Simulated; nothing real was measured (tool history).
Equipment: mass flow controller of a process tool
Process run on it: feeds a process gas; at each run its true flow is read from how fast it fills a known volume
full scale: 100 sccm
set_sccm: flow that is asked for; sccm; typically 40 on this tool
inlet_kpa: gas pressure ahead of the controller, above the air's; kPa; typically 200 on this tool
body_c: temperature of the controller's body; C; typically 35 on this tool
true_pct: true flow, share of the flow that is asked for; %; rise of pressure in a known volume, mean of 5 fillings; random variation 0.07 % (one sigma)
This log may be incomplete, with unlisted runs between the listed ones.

run 1 hour=0 | set_sccm=40 inlet_kpa=200 body_c=35 | true_pct=96.5
run 2 hour=309 | set_sccm=40 inlet_kpa=200 body_c=35 | true_pct=96.63
run 3 hour=614.2 | set_sccm=40 inlet_kpa=200 body_c=23 | true_pct=97.33
run 4 hour=880.8 | set_sccm=25 inlet_kpa=200 body_c=35 | true_pct=95.62
run 5 hour=1298.2 | set_sccm=40 inlet_kpa=200 body_c=35 | true_pct=96.25
run 6 hour=1745.9 | set_sccm=40 inlet_kpa=200 body_c=35 | true_pct=96.25
run 7 hour=1961.9 | set_sccm=40 inlet_kpa=200 body_c=35 | true_pct=96.15
run 8 hour=2278.7 | set_sccm=40 inlet_kpa=256 body_c=35 | true_pct=96.62
run 9 hour=2704 | set_sccm=40 inlet_kpa=256 body_c=32 | true_pct=96.66
run 10 hour=3107.6 | set_sccm=40 inlet_kpa=233 body_c=35 | true_pct=96.28
run 11 hour=3376.9 | set_sccm=40 inlet_kpa=233 body_c=35 | true_pct=96.16
run 12 hour=3680.2 | set_sccm=40 inlet_kpa=233 body_c=35 | true_pct=96.06
run 13 hour=4114.7 | set_sccm=40 inlet_kpa=200 body_c=35 | true_pct=95.9
run 14 hour=4590 | set_sccm=40 inlet_kpa=200 body_c=35 | true_pct=95.81
run 15 hour=5009.9 | set_sccm=40 inlet_kpa=200 body_c=35 | true_pct=95.62
run 16 hour=5299 | set_sccm=40 inlet_kpa=200 body_c=35 | true_pct=95.62
run 17 hour=5562.4 | set_sccm=40 inlet_kpa=200 body_c=38 | true_pct=95.36
run 18 hour=6046.3 | set_sccm=40 inlet_kpa=200 body_c=38 | true_pct=95.41
run 19 hour=6338.7 | set_sccm=40 inlet_kpa=200 body_c=32 | true_pct=95.72
run 20 hour=6709.8 | set_sccm=40 inlet_kpa=200 body_c=35 | true_pct=95.41
run 21 hour=6996.4 | set_sccm=62 inlet_kpa=200 body_c=35 | true_pct=96.32
run 22 hour=7208.9 | set_sccm=62 inlet_kpa=200 body_c=35 | true_pct=96.43
-- hour=7373.2 controller's zero set anew
run 23 hour=7410 | set_sccm=62 inlet_kpa=200 body_c=35 | true_pct=96.13
run 24 hour=7626.3 | set_sccm=62 inlet_kpa=181 body_c=35 | true_pct=96.09
run 25 hour=7889.4 | set_sccm=62 inlet_kpa=181 body_c=35 | true_pct=95.95
run 26 hour=8149 | set_sccm=62 inlet_kpa=181 body_c=35 | true_pct=95.95
run 27 hour=8497.6 | set_sccm=49 inlet_kpa=240 body_c=35 | true_pct=95.83
run 28 hour=8852.5 | set_sccm=49 inlet_kpa=240 body_c=35 | true_pct=95.74
run 29 hour=9190 | set_sccm=22 inlet_kpa=197 body_c=35 | true_pct=93.23
-- hour=9591.4 controller's zero set anew, once more
run 30 hour=9632.2 | set_sccm=40 inlet_kpa=200 body_c=30 | true_pct=96.38
run 31 hour=9991.4 | set_sccm=40 inlet_kpa=200 body_c=30 | true_pct=96.26
run 32 hour=10474.1 | set_sccm=24 inlet_kpa=153 body_c=30 | true_pct=95.41
run 33 hour=10687.4 | set_sccm=24 inlet_kpa=153 body_c=30 | true_pct=95.22
run 34 hour=11169.9 | set_sccm=40 inlet_kpa=146 body_c=29 | true_pct=95.78
run 35 hour=11637.7 | set_sccm=33 inlet_kpa=170 body_c=40 | true_pct=94.85
run 36 hour=11963.9 | set_sccm=33 inlet_kpa=170 body_c=40 | true_pct=94.82
run 37 hour=12236.2 | set_sccm=15 inlet_kpa=170 body_c=40 | true_pct=93.92
run 38 hour=12679.3 | set_sccm=15 inlet_kpa=170 body_c=40 | true_pct=93.8
run 39 hour=12913.5 | set_sccm=15 inlet_kpa=170 body_c=40 | true_pct=93.71
run 40 hour=13335.2 | set_sccm=15 inlet_kpa=170 body_c=40 | true_pct=93.61
run 41 hour=13654 | set_sccm=15 inlet_kpa=170 body_c=40 | true_pct=93.44
run 42 hour=13939.2 | set_sccm=27 inlet_kpa=148 body_c=35 | true_pct=94.4
run 43 hour=14386.8 | set_sccm=27 inlet_kpa=148 body_c=35 | true_pct=94.46
run 44 hour=14794.5 | set_sccm=40 inlet_kpa=261 body_c=35 | true_pct=95.59
run 45 hour=15265.1 | set_sccm=13 inlet_kpa=143 body_c=35 | true_pct=93.06
-- hour=15672.8 controller exchanged for a calibrated one
run 46 hour=15706.6 | set_sccm=67 inlet_kpa=200 body_c=35 | true_pct=97.92

Alternative continuations, all from the tool just after run 46; predict every row:
run A hour=16066.7 | set_sccm=10 inlet_kpa=193 body_c=24 | true_pct=?
run B hour=16066.7 | set_sccm=31 inlet_kpa=200 body_c=35 | true_pct=?
run C hour=16066.7 | set_sccm=34 inlet_kpa=200 body_c=35 | true_pct=?

run=A true_pct=96.75
run=B true_pct=96.79
run=C true_pct=96.91
Take away the tool's hidden state, keep each run's random variation, and the runs would have read:
run=A true_pct=97.33
run=B true_pct=97.13
run=C true_pct=97.24
